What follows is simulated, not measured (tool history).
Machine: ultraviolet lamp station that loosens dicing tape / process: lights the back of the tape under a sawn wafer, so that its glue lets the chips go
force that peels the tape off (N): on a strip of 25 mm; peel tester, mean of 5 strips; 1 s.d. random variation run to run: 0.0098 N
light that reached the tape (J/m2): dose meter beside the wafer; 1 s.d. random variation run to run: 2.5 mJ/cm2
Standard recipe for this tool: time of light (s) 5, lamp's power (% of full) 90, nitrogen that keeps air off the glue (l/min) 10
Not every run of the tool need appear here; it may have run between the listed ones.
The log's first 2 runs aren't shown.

| run | hour | time of light (s) | lamp's power (% of full) | nitrogen that keeps air off the glue (l/min) | hours of work of the lamp | hours of work since the window was cleaned | force that peels the tape off (N) | light that reached the tape (J/m2) |
|---|---|---|---|---|---|---|---|---|
| 3 | 42.2 | 5 | 90 | 10 | 154 | 19 | 0.43 | 3100 |
| 4 | 67.2 | 5 | 90 | 10 | 165 | 30 | 0.417 | 3100 |
| 5 | 100.5 | 5 | 90 | 10 | 180 | 45 | 0.428 | 3130 |
| 6 | 136.3 | 5 | 90 | 10 | 196 | 61 | 0.423 | 3060 |
| 7 | 163.6 | 5 | 90 | 15 | 208 | 73 | 0.365 | 3120 |
| 8 | 191.4 | 5 | 90 | 15 | 221 | 85 | 0.343 | 3100 |
| 9 | 221.8 | 5 | 90 | 10 | 234 | 99 | 0.428 | 3120 |
| 10 | 248.4 | 5 | 90 | 10 | 246 | 111 | 0.443 | 3090 |
| 11 | 275.8 | 5 | 90 | 10 | 258 | 123 | 0.413 | 3070 |
| 12 | 311 | 5 | 90 | 10 | 274 | 139 | 0.405 | 3130 |
| 13 | 346.8 | 5 | 70 | 10 | 290 | 155 | 0.601 | 2400 |
| 14 | 379.5 | 5 | 70 | 5 | 304 | 169 | 0.843 | 2330 |
| 15 | 405.5 | 5 | 90 | 10 | 316 | 181 | 0.408 | 3100 |
| 16 | 424.7 | 5 | 90 | 10 | 325 | 189 | 0.421 | 3070 |
| 17 | 448.7 | 8 | 90 | 10 | 335 | 200 | 0.217 | 4950 |
| 18 | 466.5 | 5 | 90 | 10 | 343 | 208 | 0.418 | 3060 |
| 19 | 499.7 | 5 | 78 | 15 | 358 | 223 | 0.431 | 2670 |

Estimate the outcome of run 20 from the log above:
| 20 | 515 | 7 | 78 | 3 | 365 | 230 | ? | ? |

Run 20 measured force that peels the tape off (N) 0.618, light that reached the tape (J/m2) 3750.
Were there no unlogged condition in the tool, this run, its random variation unchanged, would have produced force that peels the tape off (N) 0.617, light that reached the tape (J/m2) 3750.
